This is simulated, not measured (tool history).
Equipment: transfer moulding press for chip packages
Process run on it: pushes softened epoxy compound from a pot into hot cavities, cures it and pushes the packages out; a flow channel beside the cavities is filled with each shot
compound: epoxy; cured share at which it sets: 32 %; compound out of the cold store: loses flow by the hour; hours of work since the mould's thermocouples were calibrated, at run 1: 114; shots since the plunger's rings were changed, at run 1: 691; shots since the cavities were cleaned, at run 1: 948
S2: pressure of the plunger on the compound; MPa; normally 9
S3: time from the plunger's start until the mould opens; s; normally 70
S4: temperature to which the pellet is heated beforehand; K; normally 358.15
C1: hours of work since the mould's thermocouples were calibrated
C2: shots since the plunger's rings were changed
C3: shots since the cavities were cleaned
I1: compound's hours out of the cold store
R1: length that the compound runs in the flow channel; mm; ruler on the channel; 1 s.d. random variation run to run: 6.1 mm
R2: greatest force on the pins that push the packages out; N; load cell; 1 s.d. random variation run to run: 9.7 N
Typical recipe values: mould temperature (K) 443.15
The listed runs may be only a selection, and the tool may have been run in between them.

Run 1, hour 0: usual settings; C1 114; C2 691; C3 948; I1 38.8. Result: R1 824 mm, R2 457 N.
At hour 9.7: cavities cleaned with cleaning compound and waxed.
Run 2, hour 53.3: usual settings; C1 152; C2 1618; C3 780; I1 8.4. Result: R1 977 mm, R2 499 N.
At hour 70: cavities cleaned with cleaning compound and waxed.
Run 3, hour 91.6: usual settings; C1 179; C2 2277; C3 387; I1 9.8. Result: R1 972 mm, R2 485 N.
Run 4, hour 124.1: usual settings; C1 203; C2 2860; C3 970; I1 36.3. Result: R1 828 mm, R2 445 N.
At hour 133.4: cavities cleaned with cleaning compound and waxed.
Run 5, hour 168.1: usual settings; C1 235; C2 3621; C3 623; I1 27.9. Result: R1 860 mm, R2 483 N.
At hour 195.9: cavities cleaned with cleaning compound and waxed.
Run 6, hour 226.3: usual settings; C1 277; C2 4636; C3 544; I1 18. Result: R1 905 mm, R2 474 N.
At hour 248.3: plunger's sealing rings changed.
At hour 258.1: cavities cleaned with cleaning compound and waxed.
Run 7, hour 265.3: usual settings but S3 53 s; C1 303; C2 276; C3 128; I1 42.3. Result: R1 809 mm, R2 822 N.
Run 8, hour 290.9: usual settings but S3 53 s; C1 322; C2 735; C3 587; I1 40.9. Result: R1 796 mm, R2 801 N.
At hour 319.4: cavities cleaned with cleaning compound and waxed.
Run 9, hour 349.6: usual settings; C1 364; C2 1759; C3 541; I1 26.5. Result: R1 873 mm, R2 477 N.
Run 10, hour 372.6: usual settings; C1 381; C2 2171; C3 953; I1 38.9. Result: R1 814 mm, R2 449 N.
At hour 378.8: cavities cleaned with cleaning compound and waxed.
Run 11, hour 417: usual settings but S4 351.15 K; C1 413; C2 2940; C3 685; I1 35.2. Result: R1 827 mm, R2 477 N.
At hour 438.1: cavities cleaned with cleaning compound and waxed.
Run 12, hour 473.3: usual settings; C1 453; C2 3921; C3 629; I1 40. Result: R1 812 mm, R2 451 N.
At hour 498.5: cavities cleaned with cleaning compound and waxed.
Run 13, hour 509.1: usual settings but S4 367.15 K; C1 478; C2 4535; C3 190; I1 45.8. Result: R1 789 mm, R2 432 N.
At hour 535.1: plunger's sealing rings changed.
Run 14, hour 553.9: usual settings but S4 367.15 K; C1 510; C2 336; C3 948; I1 26.4. Result: R1 878 mm, R2 470 N.
At hour 564.2: cavities cleaned with cleaning compound and waxed.
Run 15, hour 587.2: usual settings but mould temperature (K) 451.15, S2 10.99 MPa, S3 58 s, S4 366.15 K; C1 533; C2 905; C3 412; I1 28.5. Result: R1 930 mm, R2 423 N.
At hour 626.5: cavities cleaned with cleaning compound and waxed.
Run 16, hour 629: usual settings but mould temperature (K) 449.15, S2 7.37 MPa, S4 356.15 K; C1 563; C2 1628; C3 46; I1 13.8. Result: R1 829 mm, R2 359 N.
Run 17, hour 673.3: usual settings but mould temperature (K) 440.15, S2 9.62 MPa, S3 92 s, S4 357.15 K; C1 596; C2 2421; C3 839; I1 14.8. Result: R1 984 mm, R2 379 N.
At hour 688.9: cavities cleaned with cleaning compound and waxed.
Run 18, hour 705.9: usual settings but S2 9.67 MPa; C1 619; C2 2977; C3 304; I1 22.4. Result: R1 939 mm, R2 467 N.
At hour 748.8: cavities cleaned with cleaning compound and waxed.
Run 19, hour 761: usual settings but mould temperature (K) 437.15, S2 10.97 MPa, S3 51 s; C1 658; C2 3937; C3 219; I1 41.1. Result: R1 912 mm, R2 1233 N.
Run 20, hour 797: usual settings but mould temperature (K) 437.15, S2 10.97 MPa, S3 51 s; C1 685; C2 4581; C3 863; I1 34.2. Result: R1 949 mm, R2 1227 N.
At hour 810: cavities cleaned with cleaning compound and waxed.
At hour 823.1: plunger's sealing rings changed.
Run 21, hour 835.4: usual settings but mould temperature (K) 438.15, S2 10.7 MPa, S3 64 s, S4 349.15 K; C1 710; C2 220; C3 410; I1 26.1. Result: R1 967 mm, R2 812 N.
Run 22, hour 864.4: usual settings but mould temperature (K) 438.15, S2 10.7 MPa, S3 64 s, S4 349.15 K; C1 732; C2 739; C3 929; I1 39.7. Result: R1 897 mm, R2 772 N.
At hour 875.8: cavities cleaned with cleaning compound and waxed.
Run 23, hour 895.3: usual settings but mould temperature (K) 438.15, S2 10.7 MPa, S3 64 s, S4 349.15 K; C1 754; C2 1265; C3 349; I1 17.8. Result: R1 1033 mm, R2 875 N.
At hour 927.4: mould's thermocouples calibrated.
At hour 938.9: cavities cleaned with cleaning compound and waxed.
Run 24, hour 941.3: usual settings but mould temperature (K) 438.15, S2 10.7 MPa, S3 68 s, S4 355.15 K; C1 9; C2 2027; C3 43; I1 32.5. Result: R1 941 mm, R2 715 N.
Run 25, hour 973.5: usual settings but mould temperature (K) 442.15; C1 33; C2 2604; C3 620; I1 38.1. Result: R1 819 mm, R2 497 N.
At hour 1000.6: cavities cleaned with cleaning compound and waxed.
Run 26, hour 1002.3: usual settings but mould temperature (K) 442.15, S2 9.98 MPa, S3 93 s, S4 362.15 K; C1 53; C2 3092; C3 31; I1 25.1. Result: R1 934 mm, R2 332 N.
Run 27, hour 1036.4: usual settings but mould temperature (K) 442.15, S2 8.14 MPa, S3 93 s, S4 365.15 K; C1 78; C2 3702; C3 641; I1 15.8. Result: R1 884 mm, R2 333 N.
At hour 1062: cavities cleaned with cleaning compound and waxed.
Run 28, hour 1063.9: usual settings but mould temperature (K) 441.15, S2 8.14 MPa, S3 72 s, S4 348.15 K; C1 98; C2 4168; C3 34; I1 9.5. Result: R1 927 mm, R2 539 N.

How would selected steps in R2 from run to run divide? Give the signed amount a tool lacking its hidden state would still show from settings, what came in and random variation, and the signed amount left for the hidden state, including any gauge scatter that is not in both of the compared results.
The tool's hidden condition here consists of: true mould temperature over the reading, C; pressure that reaches the compound, % of what is set; grip of the stained cavities, % over clean ones'; drift of the gauge itself on flow_mm, %; drift of the gauge itself on push_out_n, %.
Run 18 -> 19: mould temperature (K) 443.15 -> 437.15, S2 9.67 -> 10.97, S3 70 -> 51, cavities cleaned with cleaning compound and waxed. R2 +766 N: hidden state +2, all else +764.
Run 19 -> 20: no setting touched and nothing written in the log between the runs. R2 -6 N: hidden state +6, all else -12.
Run 20 -> 21: mould temperature (K) 437.15 -> 438.15, S2 10.97 -> 10.7, S3 51 -> 64, S4 358.15 -> 349.15, cavities cleaned with cleaning compound and waxed, plunger's sealing rings changed. R2 -415 N: hidden state -5, all else -410.
